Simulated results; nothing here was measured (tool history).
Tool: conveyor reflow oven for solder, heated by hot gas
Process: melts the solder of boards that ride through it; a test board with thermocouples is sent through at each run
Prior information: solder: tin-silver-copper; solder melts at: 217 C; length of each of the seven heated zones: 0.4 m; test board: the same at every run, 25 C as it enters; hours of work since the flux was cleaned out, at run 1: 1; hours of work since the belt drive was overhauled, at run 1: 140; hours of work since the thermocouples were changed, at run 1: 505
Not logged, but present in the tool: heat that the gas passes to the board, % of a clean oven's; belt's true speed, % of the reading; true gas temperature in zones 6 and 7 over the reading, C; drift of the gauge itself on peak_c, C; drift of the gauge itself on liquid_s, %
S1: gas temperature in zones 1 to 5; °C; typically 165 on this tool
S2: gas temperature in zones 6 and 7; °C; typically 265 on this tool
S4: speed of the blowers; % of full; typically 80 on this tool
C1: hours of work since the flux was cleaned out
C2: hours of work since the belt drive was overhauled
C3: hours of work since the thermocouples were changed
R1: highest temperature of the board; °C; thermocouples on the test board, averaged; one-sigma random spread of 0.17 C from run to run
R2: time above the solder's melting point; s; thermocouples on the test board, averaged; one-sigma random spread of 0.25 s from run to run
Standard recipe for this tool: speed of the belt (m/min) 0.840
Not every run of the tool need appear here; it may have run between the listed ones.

Run 1, hour 0.0: usual settings; C1 1; C2 140; C3 505. Result: R1 252.1 °C, R2 41.9 s.
Run 2, hour 7.9: usual settings; C1 6; C2 145; C3 510. Result: R1 251.8 °C, R2 41.4 s.
Run 3, hour 19.4: usual settings; C1 13; C2 152; C3 517. Result: R1 251.9 °C, R2 41.7 s.
Run 4, hour 30.2: usual settings; C1 20; C2 159; C3 524. Result: R1 252.0 °C, R2 42.1 s.
Run 5, hour 44.2: usual settings but S2 271 °C; C1 29; C2 168; C3 533. Result: R1 257.4 °C, R2 44.3 s.
Run 6, hour 52.9: usual settings but S2 271 °C; C1 35; C2 174; C3 538. Result: R1 256.9 °C, R2 44.2 s.
Run 7, hour 61.0: usual settings but S2 271 °C; C1 40; C2 179; C3 544. Result: R1 257.5 °C, R2 44.2 s.
Run 8, hour 68.2: usual settings but S2 271 °C; C1 44; C2 183; C3 548. Result: R1 257.2 °C, R2 43.7 s.
Run 9, hour 75.8: usual settings but S2 271 °C; C1 49; C2 188; C3 553. Result: R1 257.3 °C, R2 43.8 s.
Run 10, hour 89.2: usual settings but S2 263 °C; C1 58; C2 197; C3 562. Result: R1 249.6 °C, R2 40.5 s.
Run 11, hour 99.3: usual settings but S1 168 °C, S2 274 °C, speed of the belt (m/min) 0.883, S4 65 % of full; C1 64; C2 203; C3 568. Result: R1 255.7 °C, R2 41.1 s.
Run 12, hour 115.4: usual settings but S1 172 °C, S2 267 °C, speed of the belt (m/min) 0.883, S4 55 % of full; C1 74; C2 213; C3 578. Result: R1 248.2 °C, R2 38.0 s.
Run 13, hour 125.2: usual settings but S1 158 °C, S2 267 °C, speed of the belt (m/min) 0.952, S4 78 % of full; C1 81; C2 220; C3 584. Result: R1 248.4 °C, R2 32.4 s.
Run 14, hour 138.7: usual settings but S1 179 °C, S2 267 °C, speed of the belt (m/min) 0.854, S4 78 % of full; C1 89; C2 228; C3 593. Result: R1 254.5 °C, R2 45.3 s.
At hour 155.0: thermocouples of zones 6 and 7 changed.
Run 15, hour 157.1: usual settings but S1 166 °C, S2 278 °C, speed of the belt (m/min) 0.765, S4 83 % of full; C1 100; C2 239; C3 1. Result: R1 267.2 °C, R2 54.0 s.
Run 16, hour 169.8: usual settings but S1 151 °C, S2 278 °C, speed of the belt (m/min) 0.765, S4 83 % of full; C1 108; C2 247; C3 9. Result: R1 265.7 °C, R2 50.1 s.
Run 17, hour 183.3: usual settings but S1 151 °C, S2 258 °C, speed of the belt (m/min) 0.765, S4 83 % of full; C1 116; C2 255; C3 18. Result: R1 247.1 °C, R2 40.4 s.
Run 18, hour 191.8: usual settings but S1 151 °C, S2 276 °C, speed of the belt (m/min) 0.970, S4 83 % of full; C1 122; C2 261; C3 23. Result: R1 256.0 °C, R2 34.5 s.
Run 19, hour 199.2: usual settings but S1 151 °C, S2 276 °C, speed of the belt (m/min) 0.970, S4 83 % of full; C1 126; C2 265; C3 28. Result: R1 256.1 °C, R2 33.8 s.

Alternative continuations, all from the tool just after run 19; predict every row:
Run A, hour 210.9: usual settings but S1 151 °C, S2 276 °C, speed of the belt (m/min) 0.874, S4 51 % of full; C1 134; C2 273; C3 36. Result: R1 ?, R2 ?.
Run B, hour 210.9: usual settings but S1 161 °C, S2 276 °C, speed of the belt (m/min) 0.771, S4 81 % of full; C1 134; C2 273; C3 36. Result: R1 ?, R2 ?.
Run C, hour 210.9: usual settings but S1 159 °C, S2 276 °C, speed of the belt (m/min) 0.733, S4 68 % of full; C1 134; C2 273; C3 36. Result: R1 ?, R2 ?.

run     R1    R2
  A  251.7  35.5
  B  264.9  50.6
  C  263.8  51.8
Stripped of hidden state, with their random variation kept, the same runs would have yielded:
run     R1    R2
  A  252.3  35.7
  B  265.4  50.6
  C  264.3  51.8
